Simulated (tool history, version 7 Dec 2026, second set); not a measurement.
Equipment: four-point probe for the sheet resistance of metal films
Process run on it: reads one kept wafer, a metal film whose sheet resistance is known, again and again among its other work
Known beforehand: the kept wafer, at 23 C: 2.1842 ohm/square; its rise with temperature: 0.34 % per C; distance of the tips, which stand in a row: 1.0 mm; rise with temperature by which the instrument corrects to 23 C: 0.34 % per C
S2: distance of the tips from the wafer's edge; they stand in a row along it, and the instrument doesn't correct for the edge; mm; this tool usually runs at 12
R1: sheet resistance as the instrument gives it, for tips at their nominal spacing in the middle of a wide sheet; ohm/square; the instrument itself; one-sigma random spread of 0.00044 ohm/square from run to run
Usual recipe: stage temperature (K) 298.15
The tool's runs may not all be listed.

run 1 day=0 | stage_temperature_(K)=298.15 S2=12 | R1=2.18762
run 2 day=0.762 | stage_temperature_(K)=298.15 S2=12 | R1=2.188469
run 3 day=1.983 | stage_temperature_(K)=298.15 S2=55 | R1=2.180867
run 4 day=3.746 | stage_temperature_(K)=298.15 S2=50 | R1=2.180413
run 5 day=5.296 | stage_temperature_(K)=298.15 S2=50 | R1=2.181188
run 6 day=6.204 | stage_temperature_(K)=298.15 S2=50 | R1=2.181513
run 7 day=7.783 | stage_temperature_(K)=298.15 S2=50 | R1=2.182541
run 8 day=9.458 | stage_temperature_(K)=296.15 S2=12 | R1=2.189346
run 9 day=10.238 | stage_temperature_(K)=296.15 S2=12 | R1=2.18947
run 10 day=11.942 | stage_temperature_(K)=296.15 S2=9 | R1=2.195453
run 11 day=12.812 | stage_temperature_(K)=298.15 S2=12 | R1=2.189709
-- day=12.996 stage's thermometer calibrated
run 12 day=14.35 | stage_temperature_(K)=298.15 S2=12 | R1=2.190349
run 13 day=15.533 | stage_temperature_(K)=298.15 S2=12 | R1=2.190875
run 14 day=16.696 | stage_temperature_(K)=298.15 S2=12 | R1=2.19142
run 15 day=18.321 | stage_temperature_(K)=298.15 S2=4 | R1=2.254188
run 16 day=19.312 | stage_temperature_(K)=304.15 S2=12 | R1=2.192513
run 17 day=20.529 | stage_temperature_(K)=305.15 S2=10 | R1=2.196706
run 18 day=21.908 | stage_temperature_(K)=305.15 S2=41 | R1=2.185809
run 19 day=23.238 | stage_temperature_(K)=291.15 S2=71 | R1=2.182948
-- day=24.188 stage's thermometer calibrated, once more
run 20 day=24.562 | stage_temperature_(K)=291.15 S2=19 | R1=2.184858
run 21 day=25.738 | stage_temperature_(K)=297.15 S2=5 | R1=2.229205
run 22 day=27.233 | stage_temperature_(K)=291.15 S2=61 | R1=2.183468
run 23 day=28.892 | stage_temperature_(K)=302.15 S2=33 | R1=2.186182
run 24 day=30.171 | stage_temperature_(K)=297.15 S2=45 | R1=2.185177
run 25 day=31.967 | stage_temperature_(K)=297.15 S2=45 | R1=2.184889
run 26 day=33.633 | stage_temperature_(K)=299.15 S2=17 | R1=2.189443
run 27 day=35.217 | stage_temperature_(K)=298.15 S2=8 | R1=2.203458
run 28 day=36.638 | stage_temperature_(K)=304.15 S2=8 | R1=2.2048

Hidden state or all else? Some run-to-run changes of R1, split into what the settings, what came in and random variation would give without the hidden state, and what is left for the hidden state (with any gauge scatter that isn't in both results):
The tool's hidden condition here consists of: inner tips' distance over the nominal, %; tips' flats over new ones', %; wafer's true temperature over the reading, C; drift of the gauge itself on sheet_ohm, %.
Run 11 -> 12: stage's thermometer calibrated. R1 +0.00064 ohm/square: hidden state +0.00045, all else +0.00019.
Run 14 -> 15: S2 12 -> 4. R1 +0.062768 ohm/square: hidden state +0.000219, all else +0.062549.
Run 15 -> 16: stage temperature (K) 298.15 -> 304.15, S2 4 -> 12. R1 -0.061675 ohm/square: hidden state +0.00019, all else -0.061865.
Run 19 -> 20: S2 71 -> 19, stage's thermometer calibrated, once more. R1 +0.00191 ohm/square: hidden state -0.000385, all else +0.002295.
